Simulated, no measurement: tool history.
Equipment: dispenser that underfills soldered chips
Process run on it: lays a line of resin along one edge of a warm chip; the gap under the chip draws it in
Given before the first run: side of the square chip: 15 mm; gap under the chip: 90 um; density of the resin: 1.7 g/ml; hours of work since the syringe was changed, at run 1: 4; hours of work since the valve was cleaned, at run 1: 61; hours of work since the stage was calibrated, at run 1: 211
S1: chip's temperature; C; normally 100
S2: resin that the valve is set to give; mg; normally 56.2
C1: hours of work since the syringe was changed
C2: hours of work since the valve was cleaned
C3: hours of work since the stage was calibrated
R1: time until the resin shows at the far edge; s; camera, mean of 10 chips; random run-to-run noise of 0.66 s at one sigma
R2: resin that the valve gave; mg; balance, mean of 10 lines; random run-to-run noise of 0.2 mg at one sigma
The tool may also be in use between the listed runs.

Run 1, day 0: usual settings; C1 4; C2 61; C3 211. Result: R1 84.6 s, R2 53.57 mg.
Run 2, day 0.233: usual settings but S2 65.8 mg; C1 8; C2 65; C3 215. Result: R1 119.1 s, R2 62.78 mg.
At day 0.446: new syringe of resin.
Run 3, day 0.525: usual settings but S2 65.8 mg; C1 1; C2 70; C3 221. Result: R1 69 s, R2 62.35 mg.
Run 4, day 0.771: usual settings but S2 52.9 mg; C1 6; C2 74; C3 225. Result: R1 98.7 s, R2 49.96 mg.
Run 5, day 0.983: usual settings but S1 89 C; C1 10; C2 78; C3 229. Result: R1 220.7 s, R2 53.01 mg.
At day 1.092: dispensing valve cleaned and set on the balance.
At day 1.167: new syringe of resin.
Run 6, day 1.329: usual settings but S1 89 C; C1 3; C2 4; C3 234. Result: R1 124.6 s, R2 56.26 mg.
Run 7, day 1.471: usual settings but S1 89 C; C1 6; C2 7; C3 237. Result: R1 155.4 s, R2 55.77 mg.
Run 8, day 1.696: usual settings but S1 89 C; C1 10; C2 11; C3 241. Result: R1 215.5 s, R2 55.89 mg.
At day 1.838: new syringe of resin.
Run 9, day 1.875: usual settings but S1 89 C; C1 1; C2 14; C3 244. Result: R1 104.8 s, R2 55.64 mg.
Run 10, day 2.071: usual settings but S1 89 C; C1 4; C2 17; C3 247. Result: R1 140.2 s, R2 55 mg.
Run 11, day 2.325: usual settings but S1 89 C; C1 9; C2 22; C3 252. Result: R1 205.1 s, R2 55.34 mg.
At day 2.508: new syringe of resin.
Run 12, day 2.542: usual settings but S2 58.5 mg; C1 1; C2 26; C3 256. Result: R1 66.9 s, R2 57.21 mg.
Run 13, day 2.738: usual settings but S2 58.5 mg; C1 4; C2 29; C3 259. Result: R1 89.5 s, R2 57.09 mg.
Run 14, day 2.988: usual settings but S2 60.1 mg; C1 9; C2 34; C3 264. Result: R1 129.8 s, R2 58.53 mg.
At day 3.171: new syringe of resin.
Run 15, day 3.188: usual settings but S2 60.1 mg; C1 0; C2 37; C3 267. Result: R1 63.1 s, R2 58.73 mg.
Run 16, day 3.358: usual settings; C1 3; C2 40; C3 270. Result: R1 82.3 s, R2 54.56 mg.
Run 17, day 3.621: usual settings; C1 8; C2 45; C3 275. Result: R1 122.4 s, R2 54 mg.
Run 18, day 3.775: usual settings but S2 66.2 mg; C1 11; C2 48; C3 278. Result: R1 152.9 s, R2 63.94 mg.
At day 3.842: new syringe of resin.
Run 19, day 3.925: usual settings; C1 2; C2 51; C3 281. Result: R1 69.2 s, R2 54.17 mg.
Run 20, day 4.196: usual settings; C1 7; C2 55; C3 286. Result: R1 105 s, R2 54.06 mg.
Run 21, day 4.35: usual settings but S1 101 C, S2 51.7 mg; C1 9; C2 58; C3 288. Result: R1 128.6 s, R2 49.47 mg.
At day 4.525: new syringe of resin.
Run 22, day 4.638: usual settings but S1 98 C, S2 70.5 mg; C1 2; C2 63; C3 293. Result: R1 79.1 s, R2 67.01 mg.
Run 23, day 4.833: usual settings but S1 103 C, S2 56.6 mg; C1 6; C2 67; C3 297. Result: R1 88.6 s, R2 53.66 mg.
Run 24, day 5.133: usual settings but S1 103 C, S2 56.6 mg; C1 11; C2 72; C3 302. Result: R1 139.5 s, R2 53.5 mg.
At day 5.2: new syringe of resin.
Run 25, day 5.275: usual settings but S1 114 C, S2 58.4 mg; C1 1; C2 75; C3 305. Result: R1 40.2 s, R2 55 mg.
At day 5.579: dispensing valve cleaned and set on the balance.
Run 26, day 5.6: usual settings but S1 112 C, S2 68.4 mg; C1 7; C2 0; C3 310. Result: R1 66.4 s, R2 68.52 mg.
Run 27, day 5.75: usual settings but S1 98 C; C1 9; C2 3; C3 313. Result: R1 145.6 s, R2 56.08 mg.
At day 5.904: new syringe of resin.
Run 28, day 5.996: usual settings but S1 107 C, S2 63.7 mg; C1 2; C2 7; C3 317. Result: R1 54.4 s, R2 63.37 mg.
Run 29, day 6.3: usual settings but S1 107 C, S2 63.7 mg; C1 7; C2 13; C3 323. Result: R1 85.5 s, R2 63.02 mg.
Run 30, day 6.458: usual settings but S1 88 C, S2 71.4 mg; C1 10; C2 16; C3 325. Result: R1 236.3 s, R2 70.75 mg.
At day 6.575: new syringe of resin.
Run 31, day 6.654: usual settings but S1 88 C, S2 71.4 mg; C1 1; C2 19; C3 329. Result: R1 115.2 s, R2 70.86 mg.
Run 32, day 6.792: usual settings but S1 91 C, S2 52.5 mg; C1 4; C2 22; C3 331. Result: R1 131.6 s, R2 51.5 mg.
Run 33, day 6.988: usual settings but S1 105 C, S2 66.6 mg; C1 7; C2 25; C3 335. Result: R1 94.1 s, R2 65.44 mg.
Run 34, day 7.221: usual settings but S1 105 C, S2 66.6 mg; C1 12; C2 30; C3 339. Result: R1 135.7 s, R2 65.36 mg.

For run 35, what comes out?
At day 7.25: new syringe of resin.
Run 35, day 7.512: usual settings but S1 104 C, S2 64.2 mg; C1 5; C2 35; C3 344. Result: R1 ?, R2 ?.

Run 35 gave R1 81.2 s, R2 62.84 mg.
On a tool with no hidden condition, and with the same random variation, this run would have come out at R1 49.8 s, R2 64.4 mg.
